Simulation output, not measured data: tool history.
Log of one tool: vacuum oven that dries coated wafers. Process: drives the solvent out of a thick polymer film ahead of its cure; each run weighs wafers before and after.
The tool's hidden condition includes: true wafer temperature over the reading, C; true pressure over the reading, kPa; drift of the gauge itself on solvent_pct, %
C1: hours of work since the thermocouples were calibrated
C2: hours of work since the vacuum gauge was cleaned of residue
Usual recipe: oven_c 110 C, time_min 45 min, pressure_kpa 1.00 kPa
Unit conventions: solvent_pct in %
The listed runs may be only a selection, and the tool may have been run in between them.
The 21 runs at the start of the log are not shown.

Run 22, hour 946.4: usual settings but oven_c 114 C, time_min 64 min, pressure_kpa 1.92 kPa; C1 956; C2 707. Result: solvent_pct 0.57 %.
Run 23, hour 998.0: usual settings but oven_c 113 C, time_min 57 min, pressure_kpa 0.79 kPa; C1 984; C2 735. Result: solvent_pct 0.47 %.
Run 24, hour 1035.3: usual settings but oven_c 99 C, time_min 48 min, pressure_kpa 0.79 kPa; C1 1004; C2 755. Result: solvent_pct 1.86 %.
Run 25, hour 1064.0: usual settings but oven_c 99 C, time_min 48 min, pressure_kpa 0.79 kPa; C1 1019; C2 771. Result: solvent_pct 1.81 %.
Run 26, hour 1127.3: usual settings but oven_c 97 C, time_min 52 min, pressure_kpa 2.38 kPa; C1 1054; C2 805. Result: solvent_pct 2.45 %.
Run 27, hour 1193.2: usual settings but oven_c 97 C, time_min 52 min, pressure_kpa 2.38 kPa; C1 1089; C2 841. Result: solvent_pct 2.45 %.
Run 28, hour 1221.4: usual settings but oven_c 117 C, time_min 27 min, pressure_kpa 3.78 kPa; C1 1105; C2 856. Result: solvent_pct 2.04 %.
Run 29, hour 1278.2: usual settings but oven_c 117 C, time_min 27 min, pressure_kpa 3.78 kPa; C1 1136; C2 887. Result: solvent_pct 2.05 %.
Run 30, hour 1340.3: usual settings but oven_c 117 C, time_min 27 min, pressure_kpa 3.78 kPa; C1 1169; C2 921. Result: solvent_pct 2.05 %.
At hour 1355.4: oven's thermocouples calibrated.
Run 31, hour 1384.7: usual settings but oven_c 122 C, time_min 23 min; C1 16; C2 944. Result: solvent_pct 1.67 %.
Run 32, hour 1413.8: usual settings but oven_c 97 C, time_min 32 min, pressure_kpa 2.24 kPa; C1 32; C2 960. Result: solvent_pct 4.35 %.
Run 33, hour 1444.7: usual settings but oven_c 97 C, time_min 50 min, pressure_kpa 2.24 kPa; C1 48; C2 976. Result: solvent_pct 2.83 %.
Run 34, hour 1491.4: usual settings but oven_c 96 C, time_min 27 min, pressure_kpa 0.55 kPa; C1 74; C2 1002. Result: solvent_pct 4.60 %.
Run 35, hour 1520.0: usual settings but oven_c 121 C, time_min 39 min, pressure_kpa 1.31 kPa; C1 89; C2 1017. Result: solvent_pct 0.69 %.
Run 36, hour 1554.7: usual settings but oven_c 121 C, time_min 39 min, pressure_kpa 1.31 kPa; C1 108; C2 1036. Result: solvent_pct 0.78 %.
Run 37, hour 1592.9: usual settings but oven_c 121 C, time_min 39 min, pressure_kpa 1.31 kPa; C1 129; C2 1057. Result: solvent_pct 0.74 %.
Run 38, hour 1645.1: usual settings but oven_c 107 C, pressure_kpa 3.50 kPa; C1 157; C2 1085. Result: solvent_pct 2.21 %.
Run 39, hour 1702.3: usual settings but oven_c 107 C, pressure_kpa 3.50 kPa; C1 188; C2 1116. Result: solvent_pct 2.23 %.
Run 40, hour 1766.7: usual settings but oven_c 107 C, pressure_kpa 3.50 kPa; C1 223; C2 1151. Result: solvent_pct 2.20 %.
Run 41, hour 1819.3: usual settings but oven_c 96 C, time_min 50 min, pressure_kpa 1.52 kPa; C1 251; C2 1179. Result: solvent_pct 2.70 %.
Run 42, hour 1859.8: usual settings but time_min 41 min, pressure_kpa 3.03 kPa; C1 273; C2 1201. Result: solvent_pct 1.91 %.

5 options for the next run, each taken on its own from the tool as it stands now. Forecast them:
Run A, hour 1889.1: usual settings but pressure_kpa 0.62 kPa; C1 289; C2 1217. Result: solvent_pct ?.
Run B, hour 1889.1: usual settings but oven_c 97 C, pressure_kpa 0.60 kPa; C1 289; C2 1217. Result: solvent_pct ?.
Run C, hour 1889.1: usual settings but oven_c 100 C; C1 289; C2 1217. Result: solvent_pct ?.
Run D, hour 1889.1: usual settings but time_min 65 min, pressure_kpa 0.61 kPa; C1 289; C2 1217. Result: solvent_pct ?.
Run E, hour 1889.1: usual settings but time_min 22 min; C1 289; C2 1217. Result: solvent_pct ?.

run  solvent_pct
  A         1.05
  B         2.50
  C         2.22
  D         0.53
  E         3.33
Without the tool's unlogged condition, the same runs would have read:
run  solvent_pct
  A         0.97
  B         2.40
  C         2.13
  D         0.40
  E         3.33

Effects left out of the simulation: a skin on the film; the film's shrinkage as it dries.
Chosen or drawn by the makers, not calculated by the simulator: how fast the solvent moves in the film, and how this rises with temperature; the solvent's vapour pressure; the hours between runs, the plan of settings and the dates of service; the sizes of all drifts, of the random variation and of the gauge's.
